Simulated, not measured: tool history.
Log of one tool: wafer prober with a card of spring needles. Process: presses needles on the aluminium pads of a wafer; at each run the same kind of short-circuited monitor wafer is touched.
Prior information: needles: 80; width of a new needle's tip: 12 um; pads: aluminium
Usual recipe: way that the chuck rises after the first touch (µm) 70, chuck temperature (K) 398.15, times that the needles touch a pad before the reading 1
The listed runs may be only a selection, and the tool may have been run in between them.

run   hour  way that the chuck rises after the first touch (µm)  chuck temperature (K)  times that the needles touch a pad before the reading  resistance of one needle with its contact and lead (mohm)  way that a needle slides on the pad (µm)
  1      0                                                   70                 398.15                                                      1                                                        219                                     16.18
  2      6                                                   51                 398.15                                                      1                                                        238                                     11.67
      10.8  -- tips cleaned on abrasive film
  3   15.5                                                   51                 398.15                                                      2                                                        240                                     11.58
      21.6  -- tips cleaned on abrasive film
  4   23.6                                                   70                 398.15                                                      1                                                        221                                      16.1
      26.7  -- tips cleaned on abrasive film, once more
  5   33.5                                                   70                 398.15                                                      3                                                        221                                     16.03
      37.2  -- tips cleaned on abrasive film
  6   41.6                                                   70                 398.15                                                      3                                                        222                                      16.1
  7   46.5                                                   70                 398.15                                                      3                                                        220                                     15.98
      47.8  -- tips cleaned on abrasive film
  8   51.7                                                   70                 398.15                                                      3                                                        221                                        16
      58.8  -- tips cleaned on abrasive film
  9   60.6                                                   62                 398.15                                                      3                                                        217                                     14.05
      69.6  -- tips cleaned on abrasive film
 10   69.6                                                   62                 398.15                                                      3                                                        221                                     14.04
 11   78.2                                                   62                 398.15                                                      3                                                        225                                     14.08
      80.4  -- tips cleaned on abrasive film
 12     83                                                   70                 398.15                                                      1                                                        222                                     15.93
      90.9  -- tips cleaned on abrasive film
 13   92.6                                                   52                 396.15                                                      2                                                        228                                     11.62
 14  100.4                                                   52                 358.15                                                      2                                                        226                                     11.65
     101.9  -- tips cleaned on abrasive film
 15  110.2                                                   78                 396.15                                                      2                                                        224                                     17.76
     112.4  -- tips cleaned on abrasive film
 16  118.1                                                   70                 336.15                                                      2                                                        211                                     15.87
     122.9  -- tips cleaned on abrasive film
 17  126.3                                                   67                 354.15                                                      2                                                        211                                     15.11
 18  131.2                                                   51                 329.15                                                      3                                                        214                                     11.31
     133.4  -- tips cleaned on abrasive film
 19  136.1                                                   70                 336.15                                                      1                                                        213                                     15.81
     138.4  -- height of the first contact set anew
 20  141.6                                                   78                 388.15                                                      2                                                        217                                     18.65
     144.5  -- tips cleaned on abrasive film
 21  149.3                                                   90                 312.15                                                      1                                                        203                                      21.4
     154.9  -- tips cleaned on abrasive film
 22  157.9                                                   70                 312.15                                                      2                                                        203                                     16.76
     165.2  -- tips cleaned on abrasive film
 23  165.2                                                   70                 312.15                                                      2                                                        196                                     16.61

Here are 3 independent what-if runs from the current tool condition. What would each one return?
  A  172.4                                                   70                 398.15                                                      2                                                          ?                                         ?
  B  172.4                                                   79                 306.15                                                      2                                                          ?                                         ?
  C  172.4                                                   70                 314.15                                                      2                                                          ?                                         ?

run  resistance of one needle with its contact and lead (mohm)  way that a needle slides on the pad (µm)
  A                                                        224                                     16.69
  B                                                        203                                     18.77
  C                                                        204                                     16.68
Stripped of hidden state, with their random variation kept, the same runs would have yielded:
run  resistance of one needle with its contact and lead (mohm)  way that a needle slides on the pad (µm)
  A                                                        218                                     16.76
  B                                                        197                                     18.83
  C                                                        197                                     16.74
